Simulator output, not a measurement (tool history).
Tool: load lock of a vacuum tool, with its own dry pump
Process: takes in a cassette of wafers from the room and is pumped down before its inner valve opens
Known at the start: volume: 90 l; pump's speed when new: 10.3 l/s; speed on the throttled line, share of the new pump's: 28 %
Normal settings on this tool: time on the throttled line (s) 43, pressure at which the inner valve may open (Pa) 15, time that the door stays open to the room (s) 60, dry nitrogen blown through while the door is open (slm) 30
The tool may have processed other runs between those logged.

| run | hour | time on the throttled line (s) | pressure at which the inner valve may open (Pa) | time that the door stays open to the room (s) | dry nitrogen blown through while the door is open (slm) | incoming humidity of the room's air, % | time from the closed door until the inner valve may open (s) | rise of the pressure with all valves shut (Pa/min) |
|---|---|---|---|---|---|---|---|---|
| 1 | 0 | 43 | 15 | 60 | 30 | 44.3 | 108.9 | 0.078 |
| 2 | 126.5 | 43 | 15 | 60 | 11 | 45.8 | 108.3 | 0.092 |
| 3 | 228.9 | 43 | 15 | 60 | 11 | 44.8 | 109.1 | 0.104 |
| 4 | 453.7 | 43 | 15 | 60 | 11 | 40.5 | 109.4 | 0.099 |
| 5 | 635.2 | 43 | 15 | 60 | 11 | 48.1 | 109.1 | 0.106 |
| 6 | 883.7 | 43 | 15 | 60 | 23 | 47.4 | 109.6 | 0.097 |
| 7 | 1017.8 | 43 | 15 | 60 | 23 | 43.4 | 109.4 | 0.089 |
| 8 | 1193.2 | 43 | 20 | 60 | 23 | 46.4 | 107 | 0.099 |
| 9 | 1314.8 | 43 | 20 | 60 | 23 | 47.1 | 107.1 | 0.096 |
| 10 | 1425.6 | 43 | 15 | 60 | 4 | 45.8 | 109.9 | 0.128 |
| 11 | 1678.2 | 43 | 15 | 60 | 4 | 45.2 | 109.7 | 0.121 |
| 12 | 1832.7 | 43 | 15 | 60 | 4 | 46.7 | 109.9 | 0.128 |
| 13 | 2035.7 | 43 | 15 | 131 | 30 | 48.2 | 110.3 | 0.121 |
| 14 | 2261.2 | 43 | 15 | 131 | 30 | 45.2 | 109.8 | 0.116 |
| 15 | 2437.4 | 63 | 15 | 60 | 30 | 41.3 | 124.8 | 0.102 |
| 16 | 2607.2 | 43 | 15 | 60 | 30 | 45.5 | 110.4 | 0.104 |
| 17 | 2743.8 | 43 | 15 | 60 | 30 | 46.2 | 111.3 | 0.119 |
| 18 | 2894.3 | 43 | 15 | 60 | 30 | 44 | 111.4 | 0.106 |
| 19 | 3067.3 | 54 | 14 | 60 | 30 | 41.9 | 120.1 | 0.115 |
| 20 | 3219.8 | 69 | 11 | 77 | 29 | 44.2 | 131.3 | 0.119 |
| 21 | 3382.8 | 36 | 11 | 77 | 29 | 45 | 109.3 | 0.126 |
| 22 | 3595.1 | 34 | 11 | 77 | 17 | 44.9 | 108.1 | 0.137 |
| 23 | 3703.7 | 34 | 11 | 37 | 17 | 44.3 | 108.1 | 0.125 |
| 24 | 3893.3 | 34 | 11 | 37 | 17 | 44.4 | 108.2 | 0.129 |
| 25 | 4139.2 | 24 | 12 | 37 | 17 | 43.7 | 100.9 | 0.123 |
| 26 | 4388.2 | 43 | 10 | 60 | 36 | 46.9 | 116.4 | 0.135 |
| 27 | 4532.5 | 43 | 10 | 60 | 36 | 44.3 | 115.8 | 0.128 |
| 28 | 4636.6 | 43 | 24 | 221 | 30 | 48 | 107.2 | 0.162 |
| 29 | 4802.1 | 58 | 15 | 57 | 4 | 43.6 | 122.7 | 0.162 |
| 30 | 4958.4 | 58 | 15 | 57 | 4 | 42.2 | 123.7 | 0.168 |
| 31 | 5163.8 | 72 | 18 | 64 | 40 | 45.1 | 131.3 | 0.14 |
| 32 | 5339.3 | 30 | 17 | 119 | 5 | 46.2 | 102.4 | 0.201 |
| 33 | 5525.4 | 30 | 17 | 119 | 5 | 46.4 | 102.6 | 0.201 |
| 34 | 5670.3 | 30 | 17 | 119 | 5 | 47.3 | 103.4 | 0.2 |
| 35 | 5913.6 | 32 | 17 | 119 | 5 | 47.6 | 104.2 | 0.207 |
| 36 | 6108.3 | 32 | 17 | 119 | 5 | 45.8 | 104.9 | 0.21 |

For each run, the measured value with the value that run would have given without the tool's hidden condition subtracted. The run-to-run variation is shared by both, the gauge scatter possibly not:
The hidden state here: pump's speed, % of a new pump's; leak at the door's seal, Pa l/s; drift of the gauge itself on ready_s, %; drift of the gauge itself on rise_pa_min, %.
| run | time from the closed door until the inner valve may open (s) | rise of the pressure with all valves shut (Pa/min) |
|---|---|---|
| 1 | +0.3 | +0.054 |
| 2 | +0.4 | +0.052 |
| 3 | +0.5 | +0.056 |
| 4 | +0.6 | +0.058 |
| 5 | +0.7 | +0.059 |
| 6 | +1 | +0.061 |
| 7 | +1 | +0.062 |
| 8 | +1.1 | +0.065 |
| 9 | +1.2 | +0.066 |
| 10 | +1.4 | +0.068 |
| 11 | +1.5 | +0.071 |
| 12 | +1.6 | +0.073 |
| 13 | +1.8 | +0.076 |
| 14 | +1.9 | +0.078 |
| 15 | +1.9 | +0.08 |
| 16 | +2.2 | +0.082 |
| 17 | +2.3 | +0.085 |
| 18 | +2.5 | +0.086 |
| 19 | +2.5 | +0.088 |
| 20 | +2.5 | +0.091 |
| 21 | +3 | +0.092 |
| 22 | +3.3 | +0.093 |
| 23 | +3.4 | +0.097 |
| 24 | +3.4 | +0.101 |
| 25 | +3.9 | +0.101 |
| 26 | +3.8 | +0.108 |
| 27 | +3.9 | +0.108 |
| 28 | +3.5 | +0.109 |
| 29 | +3.7 | +0.11 |
| 30 | +3.8 | +0.116 |
| 31 | +3.8 | +0.118 |
| 32 | +4.6 | +0.121 |
| 33 | +4.7 | +0.122 |
| 34 | +4.9 | +0.122 |
| 35 | +5 | +0.128 |
| 36 | +5.2 | +0.132 |

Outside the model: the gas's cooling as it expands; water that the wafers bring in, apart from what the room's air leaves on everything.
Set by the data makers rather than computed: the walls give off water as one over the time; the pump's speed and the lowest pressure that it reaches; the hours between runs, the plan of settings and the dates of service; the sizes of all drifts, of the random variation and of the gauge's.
